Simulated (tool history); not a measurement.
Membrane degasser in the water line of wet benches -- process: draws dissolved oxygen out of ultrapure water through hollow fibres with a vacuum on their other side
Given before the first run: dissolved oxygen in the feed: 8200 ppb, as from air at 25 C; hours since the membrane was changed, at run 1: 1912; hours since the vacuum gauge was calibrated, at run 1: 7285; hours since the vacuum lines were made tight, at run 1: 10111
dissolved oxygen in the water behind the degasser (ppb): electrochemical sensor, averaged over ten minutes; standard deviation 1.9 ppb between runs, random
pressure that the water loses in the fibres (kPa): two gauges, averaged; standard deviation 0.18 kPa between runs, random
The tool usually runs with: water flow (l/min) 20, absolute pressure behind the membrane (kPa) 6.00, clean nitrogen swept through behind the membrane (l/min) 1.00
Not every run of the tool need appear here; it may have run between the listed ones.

| run | hour | water flow (l/min) | absolute pressure behind the membrane (kPa) | clean nitrogen swept through behind the membrane (l/min) | hours since the membrane was changed | hours since the vacuum gauge was calibrated | hours since the vacuum lines were made tight | dissolved oxygen in the water behind the degasser (ppb) | pressure that the water loses in the fibres (kPa) |
|---|---|---|---|---|---|---|---|---|---|
| 1 | 0.0 | 20 | 6.00 | 1.00 | 1912 | 7285 | 10111 | 191.7 | 31.62 |
| 2 | 40.7 | 20 | 6.00 | 1.00 | 1952 | 7326 | 10152 | 191.7 | 31.73 |
| 3 | 83.6 | 14 | 6.00 | 1.00 | 1995 | 7369 | 10195 | 99.4 | 22.26 |
| 4 | 124.9 | 14 | 6.00 | 2.62 | 2037 | 7410 | 10236 | 48.1 | 21.92 |
| 5 | 164.9 | 14 | 6.00 | 1.80 | 2076 | 7450 | 10276 | 63.7 | 22.32 |
| 6 | 196.5 | 14 | 6.00 | 1.80 | 2108 | 7482 | 10308 | 64.6 | 22.13 |
| 7 | 227.0 | 20 | 6.00 | 0.96 | 2139 | 7512 | 10338 | 196.1 | 32.07 |
| 8 | 273.4 | 20 | 6.00 | 1.14 | 2185 | 7559 | 10384 | 179.8 | 32.19 |
| 9 | 301.1 | 20 | 6.00 | 1.00 | 2213 | 7586 | 10412 | 191.0 | 32.13 |
| 10 | 330.6 | 20 | 6.00 | 1.00 | 2242 | 7616 | 10442 | 192.8 | 32.20 |
| 11 | 352.2 | 20 | 6.00 | 1.00 | 2264 | 7637 | 10463 | 190.1 | 31.93 |
| 12 | 402.0 | 20 | 6.00 | 1.00 | 2314 | 7687 | 10513 | 194.6 | 31.73 |
| 13 | 434.0 | 20 | 6.00 | 1.00 | 2346 | 7719 | 10545 | 191.9 | 31.85 |
| 14 | 458.8 | 14 | 6.00 | 1.00 | 2370 | 7744 | 10570 | 103.5 | 22.49 |
| 15 | 480.0 | 20 | 10.37 | 1.00 | 2392 | 7765 | 10591 | 374.7 | 32.25 |
| 16 | 505.0 | 23 | 6.00 | 1.00 | 2417 | 7790 | 10616 | 260.0 | 37.20 |
| 17 | 545.6 | 23 | 6.00 | 1.00 | 2457 | 7831 | 10657 | 255.1 | 37.06 |
| 18 | 590.8 | 23 | 6.00 | 1.00 | 2502 | 7876 | 10702 | 255.0 | 37.30 |
| 19 | 615.9 | 22 | 8.08 | 0.53 | 2527 | 7901 | 10727 | 483.8 | 35.67 |
| 20 | 649.8 | 16 | 6.00 | 0.56 | 2561 | 7935 | 10761 | 189.5 | 25.87 |
| 21 | 675.2 | 20 | 13.59 | 2.67 | 2587 | 7960 | 10786 | 248.1 | 32.06 |
| 22 | 710.5 | 20 | 13.59 | 2.67 | 2622 | 7996 | 10822 | 249.0 | 32.28 |
| 23 | 740.1 | 13 | 13.43 | 0.53 | 2652 | 8025 | 10851 | 508.2 | 21.15 |
| 24 | 771.9 | 13 | 13.43 | 0.53 | 2683 | 8057 | 10883 | 524.7 | 20.91 |
| 25 | 802.5 | 13 | 13.43 | 0.53 | 2714 | 8088 | 10914 | 524.2 | 21.23 |
| 26 | 851.4 | 22 | 7.25 | 1.30 | 2763 | 8137 | 10962 | 252.9 | 35.30 |
| 27 | 891.0 | 20 | 5.15 | 2.52 | 2803 | 8176 | 11002 | 104.3 | 32.65 |
| 28 | 936.4 | 20 | 5.15 | 2.52 | 2848 | 8222 | 11048 | 106.0 | 32.38 |
| 29 | 958.7 | 28 | 6.00 | 2.79 | 2870 | 8244 | 11070 | 299.3 | 45.18 |
| 30 | 1004.4 | 25 | 6.00 | 1.00 | 2916 | 8290 | 11116 | 311.9 | 40.52 |
| 31 | 1043.9 | 20 | 6.00 | 1.50 | 2955 | 8329 | 11155 | 154.4 | 32.65 |

Measured result minus the same run's result without the hidden state. Both carry the same run-to-run variation, though not necessarily the same gauge scatter:
Unlogged tool condition in this case: membrane still open, %; true pressure behind the membrane over the reading, kPa; air that leaks in behind the membrane, l/min; drift of the gauge itself on oxygen_ppb, %; drift of the gauge itself on loss_of_pressure_kpa, %.
| run | pressure that the water loses in the fibres (kPa) |
|---|---|
| 1 | +0.01 |
| 2 | +0.04 |
| 3 | +0.06 |
| 4 | +0.08 |
| 5 | +0.10 |
| 6 | +0.12 |
| 7 | +0.20 |
| 8 | +0.24 |
| 9 | +0.26 |
| 10 | +0.29 |
| 11 | +0.31 |
| 12 | +0.35 |
| 13 | +0.38 |
| 14 | +0.28 |
| 15 | +0.42 |
| 16 | +0.51 |
| 17 | +0.55 |
| 18 | +0.60 |
| 19 | +0.59 |
| 20 | +0.46 |
| 21 | +0.59 |
| 22 | +0.62 |
| 23 | +0.42 |
| 24 | +0.44 |
| 25 | +0.46 |
| 26 | +0.82 |
| 27 | +0.78 |
| 28 | +0.81 |
| 29 | +1.17 |
| 30 | +1.09 |
| 31 | +0.91 |
dissolved oxygen in the water behind the degasser (ppb): at most 0.4 away from the measurement, every run.
